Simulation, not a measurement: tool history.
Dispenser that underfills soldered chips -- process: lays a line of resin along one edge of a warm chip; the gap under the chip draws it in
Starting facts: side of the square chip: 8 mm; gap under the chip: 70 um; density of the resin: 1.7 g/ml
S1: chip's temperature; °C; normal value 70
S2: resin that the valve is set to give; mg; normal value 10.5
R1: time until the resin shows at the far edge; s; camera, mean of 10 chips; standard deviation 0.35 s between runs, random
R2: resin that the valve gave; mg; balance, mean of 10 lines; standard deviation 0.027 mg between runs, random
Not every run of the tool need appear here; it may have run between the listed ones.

| run | hour | S1 | S2 | R1 | R2 |
|---|---|---|---|---|---|
| 1 | 0.0 | 70 | 10.5 | 18.5 | 10.10 |
|  | 10.0 | new syringe of resin |
| 2 | 10.0 | 70 | 10.5 | 17.2 | 10.07 |
| 3 | 17.3 | 70 | 10.5 | 21.5 | 10.08 |
|  | 19.6 | dispensing valve cleaned and set on the balance |
|  | 21.8 | new syringe of resin |
| 4 | 24.7 | 70 | 10.5 | 18.3 | 10.50 |
|  | 32.6 | new syringe of resin |
| 5 | 38.0 | 70 | 10.5 | 20.3 | 10.43 |
|  | 43.5 | new syringe of resin |
| 6 | 44.8 | 70 | 10.5 | 18.0 | 10.41 |
| 7 | 53.5 | 70 | 10.5 | 24.7 | 10.35 |
|  | 54.5 | new syringe of resin |
|  | 65.5 | new syringe of resin |
| 8 | 67.1 | 70 | 10.5 | 17.9 | 10.31 |
| 9 | 74.2 | 70 | 10.1 | 23.2 | 9.83 |
|  | 76.9 | new syringe of resin |
| 10 | 81.6 | 70 | 10.5 | 19.7 | 10.26 |
|  | 88.1 | new syringe of resin |
| 11 | 88.1 | 70 | 13.4 | 16.4 | 13.02 |
| 12 | 96.2 | 70 | 13.4 | 22.1 | 12.99 |
|  | 99.0 | new syringe of resin |
| 13 | 105.6 | 70 | 13.4 | 20.8 | 12.88 |
|  | 110.5 | new syringe of resin |
| 14 | 117.0 | 70 | 13.4 | 20.8 | 12.90 |
|  | 121.2 | new syringe of resin |
|  | 123.6 | dispensing valve cleaned and set on the balance |
| 15 | 130.0 | 70 | 10.5 | 22.5 | 10.50 |
|  | 133.4 | new syringe of resin |
| 16 | 142.2 | 70 | 10.5 | 22.0 | 10.43 |
|  | 144.8 | new syringe of resin |
|  | 156.0 | new syringe of resin |
| 17 | 156.0 | 70 | 10.5 | 16.9 | 10.32 |
|  | 167.5 | new syringe of resin |
| 18 | 169.4 | 72 | 10.2 | 17.3 | 9.99 |
|  | 178.8 | new syringe of resin |
| 19 | 179.2 | 72 | 10.2 | 16.7 | 9.97 |
| 20 | 185.4 | 61 | 10.7 | 27.0 | 10.40 |
|  | 189.6 | new syringe of resin |
| 21 | 192.1 | 61 | 10.7 | 24.5 | 10.35 |
|  | 200.5 | new syringe of resin |
| 22 | 200.5 | 58 | 10.5 | 24.6 | 10.11 |
| 23 | 208.3 | 56 | 11.7 | 32.6 | 11.24 |
|  | 211.5 | new syringe of resin |
| 24 | 220.6 | 66 | 10.5 | 25.2 | 10.04 |
|  | 222.5 | new syringe of resin |
|  | 227.9 | dispensing valve cleaned and set on the balance |
|  | 234.9 | new syringe of resin |
| 25 | 234.9 | 77 | 10.5 | 13.6 | 10.46 |
|  | 245.8 | new syringe of resin |
| 26 | 248.0 | 82 | 12.1 | 12.2 | 12.01 |
| 27 | 255.9 | 82 | 12.1 | 15.7 | 11.94 |
|  | 257.1 | new syringe of resin |
|  | 268.3 | new syringe of resin |
| 28 | 268.3 | 82 | 12.1 | 11.2 | 11.92 |
| 29 | 275.2 | 82 | 12.1 | 14.8 | 11.89 |
|  | 279.6 | new syringe of resin |
| 30 | 282.3 | 56 | 11.0 | 27.8 | 10.74 |
|  | 290.9 | new syringe of resin |
| 31 | 295.6 | 83 | 13.5 | 12.4 | 13.05 |
|  | 301.8 | new syringe of resin |
| 32 | 308.7 | 64 | 13.2 | 24.0 | 12.75 |
|  | 313.3 | new syringe of resin |
| 33 | 315.5 | 76 | 9.6 | 16.7 | 9.24 |
| 34 | 322.5 | 75 | 13.3 | 19.0 | 12.73 |

Branching from run 34: 4 alternative next runs. What would each branch give?
|  | 324.4 | new syringe of resin |
|  | 332.1 | dispensing valve cleaned and set on the balance |
| A | 333.1 | 70 | 10.7 | ? | ? |
|  | 324.4 | new syringe of resin |
|  | 332.1 | dispensing valve cleaned and set on the balance |
| B | 333.1 | 58 | 10.4 | ? | ? |
|  | 324.4 | new syringe of resin |
|  | 332.1 | dispensing valve cleaned and set on the balance |
| C | 333.1 | 84 | 9.8 | ? | ? |
|  | 324.4 | new syringe of resin |
|  | 332.1 | dispensing valve cleaned and set on the balance |
| D | 333.1 | 58 | 13.6 | ? | ? |

| run | R1 | R2 |
|---|---|---|
| A | 21.4 | 10.66 |
| B | 31.5 | 10.41 |
| C | 15.0 | 9.78 |
| D | 30.2 | 13.56 |
Stripped of hidden state, with their random variation kept, the same runs would have yielded:
| run | R1 | R2 |
|---|---|---|
| A | 17.0 | 10.67 |
| B | 25.1 | 10.41 |
| C | 11.9 | 9.79 |
| D | 24.1 | 13.57 |
